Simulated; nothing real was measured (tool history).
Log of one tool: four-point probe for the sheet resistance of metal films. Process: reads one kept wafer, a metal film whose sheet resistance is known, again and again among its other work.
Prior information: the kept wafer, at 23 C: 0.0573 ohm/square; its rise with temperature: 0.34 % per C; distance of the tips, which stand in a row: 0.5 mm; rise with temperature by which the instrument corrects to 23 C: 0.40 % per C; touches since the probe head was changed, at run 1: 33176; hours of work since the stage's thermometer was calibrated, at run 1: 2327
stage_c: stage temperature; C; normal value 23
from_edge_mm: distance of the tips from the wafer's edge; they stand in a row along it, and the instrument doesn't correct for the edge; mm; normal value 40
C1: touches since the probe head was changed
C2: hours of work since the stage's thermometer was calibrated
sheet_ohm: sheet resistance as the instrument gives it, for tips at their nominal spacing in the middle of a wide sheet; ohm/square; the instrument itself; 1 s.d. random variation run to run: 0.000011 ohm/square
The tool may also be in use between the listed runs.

{"run": 1, "hour": 0.0, "stage_c": 23, "from_edge_mm": 40, "C1": 33176, "C2": 2327, "sheet_ohm": 0.05731}
{"run": 2, "hour": 126.1, "stage_c": 23, "from_edge_mm": 40, "C1": 35670, "C2": 2389, "sheet_ohm": 0.057292}
{"run": 3, "hour": 187.9, "stage_c": 23, "from_edge_mm": 40, "C1": 36891, "C2": 2419, "sheet_ohm": 0.057323}
{"hour": 225.2, "done": "stage's thermometer calibrated"}
{"run": 4, "hour": 279.7, "stage_c": 23, "from_edge_mm": 40, "C1": 38698, "C2": 27, "sheet_ohm": 0.057297}
{"run": 5, "hour": 394.3, "stage_c": 23, "from_edge_mm": 40, "C1": 40964, "C2": 83, "sheet_ohm": 0.057301}
{"run": 6, "hour": 532.0, "stage_c": 23, "from_edge_mm": 40, "C1": 43687, "C2": 151, "sheet_ohm": 0.057288}
{"run": 7, "hour": 654.2, "stage_c": 23, "from_edge_mm": 40, "C1": 46103, "C2": 211, "sheet_ohm": 0.05732}
{"run": 8, "hour": 759.3, "stage_c": 23, "from_edge_mm": 3, "C1": 48180, "C2": 262, "sheet_ohm": 0.058185}
{"run": 9, "hour": 893.1, "stage_c": 28, "from_edge_mm": 3, "C1": 50827, "C2": 328, "sheet_ohm": 0.057951}
{"run": 10, "hour": 975.6, "stage_c": 28, "from_edge_mm": 3, "C1": 52459, "C2": 368, "sheet_ohm": 0.057961}
{"run": 11, "hour": 1038.1, "stage_c": 23, "from_edge_mm": 40, "C1": 53695, "C2": 399, "sheet_ohm": 0.057304}
{"run": 12, "hour": 1135.6, "stage_c": 23, "from_edge_mm": 4, "C1": 55621, "C2": 447, "sheet_ohm": 0.057801}
{"run": 13, "hour": 1258.7, "stage_c": 23, "from_edge_mm": 40, "C1": 58057, "C2": 507, "sheet_ohm": 0.057297}
{"run": 14, "hour": 1366.7, "stage_c": 23, "from_edge_mm": 40, "C1": 60192, "C2": 560, "sheet_ohm": 0.057314}
{"run": 15, "hour": 1433.0, "stage_c": 23, "from_edge_mm": 40, "C1": 61502, "C2": 593, "sheet_ohm": 0.057324}
{"run": 16, "hour": 1537.2, "stage_c": 23, "from_edge_mm": 40, "C1": 63564, "C2": 644, "sheet_ohm": 0.057291}
{"run": 17, "hour": 1603.8, "stage_c": 23, "from_edge_mm": 40, "C1": 64881, "C2": 677, "sheet_ohm": 0.057298}
{"run": 18, "hour": 1696.6, "stage_c": 23, "from_edge_mm": 40, "C1": 66715, "C2": 722, "sheet_ohm": 0.057302}
{"run": 19, "hour": 1834.6, "stage_c": 23, "from_edge_mm": 40, "C1": 69444, "C2": 790, "sheet_ohm": 0.057319}
{"run": 20, "hour": 1907.6, "stage_c": 24, "from_edge_mm": 40, "C1": 70889, "C2": 826, "sheet_ohm": 0.057275}
{"run": 21, "hour": 2022.0, "stage_c": 18, "from_edge_mm": 5, "C1": 73150, "C2": 882, "sheet_ohm": 0.057782}
{"run": 22, "hour": 2144.9, "stage_c": 18, "from_edge_mm": 5, "C1": 75581, "C2": 942, "sheet_ohm": 0.057804}
{"run": 23, "hour": 2234.9, "stage_c": 18, "from_edge_mm": 24, "C1": 77360, "C2": 986, "sheet_ohm": 0.057475}
{"hour": 2287.7, "done": "new probe head fitted"}
{"run": 24, "hour": 2346.9, "stage_c": 19, "from_edge_mm": 63, "C1": 1172, "C2": 1041, "sheet_ohm": 0.057446}
{"run": 25, "hour": 2461.3, "stage_c": 19, "from_edge_mm": 63, "C1": 3433, "C2": 1097, "sheet_ohm": 0.057443}
{"run": 26, "hour": 2539.7, "stage_c": 27, "from_edge_mm": 9, "C1": 4984, "C2": 1135, "sheet_ohm": 0.05727}
{"run": 27, "hour": 2666.0, "stage_c": 33, "from_edge_mm": 63, "C1": 7481, "C2": 1197, "sheet_ohm": 0.056959}
{"run": 28, "hour": 2735.7, "stage_c": 35, "from_edge_mm": 26, "C1": 8859, "C2": 1232, "sheet_ohm": 0.056917}
{"run": 29, "hour": 2829.1, "stage_c": 31, "from_edge_mm": 40, "C1": 10707, "C2": 1277, "sheet_ohm": 0.057058}
{"run": 30, "hour": 2922.2, "stage_c": 25, "from_edge_mm": 14, "C1": 12547, "C2": 1323, "sheet_ohm": 0.05728}
{"run": 31, "hour": 3047.8, "stage_c": 22, "from_edge_mm": 74, "C1": 15032, "C2": 1385, "sheet_ohm": 0.057322}
{"run": 32, "hour": 3113.7, "stage_c": 19, "from_edge_mm": 17, "C1": 16334, "C2": 1417, "sheet_ohm": 0.05747}
{"run": 33, "hour": 3194.4, "stage_c": 19, "from_edge_mm": 17, "C1": 17930, "C2": 1457, "sheet_ohm": 0.057455}
{"run": 34, "hour": 3317.3, "stage_c": 19, "from_edge_mm": 17, "C1": 20361, "C2": 1517, "sheet_ohm": 0.057464}
{"run": 35, "hour": 3395.2, "stage_c": 18, "from_edge_mm": 66, "C1": 21901, "C2": 1555, "sheet_ohm": 0.057485}
{"run": 36, "hour": 3519.3, "stage_c": 34, "from_edge_mm": 6, "C1": 24356, "C2": 1616, "sheet_ohm": 0.057143}
{"run": 37, "hour": 3658.2, "stage_c": 35, "from_edge_mm": 3, "C1": 27102, "C2": 1684, "sheet_ohm": 0.057748}
{"run": 38, "hour": 3775.3, "stage_c": 35, "from_edge_mm": 3, "C1": 29418, "C2": 1742, "sheet_ohm": 0.057778}
{"run": 39, "hour": 3845.7, "stage_c": 35, "from_edge_mm": 3, "C1": 30809, "C2": 1776, "sheet_ohm": 0.057758}
{"run": 40, "hour": 3974.0, "stage_c": 25, "from_edge_mm": 4, "C1": 33347, "C2": 1839, "sheet_ohm": 0.057728}

Hidden state at the last listed run before each entry between runs and at the first one after, where it differs:
Between runs 3 and 4: stage's thermometer calibrated (hour 225.2)
  no difference in the tool's unlogged condition between these two runs
Between runs 23 and 24: new probe head fitted (hour 2287.7)
  inner tips' distance over the nominal, %: 0.011 -> 0.003; tips' flats over new ones', %: 1 -> 0
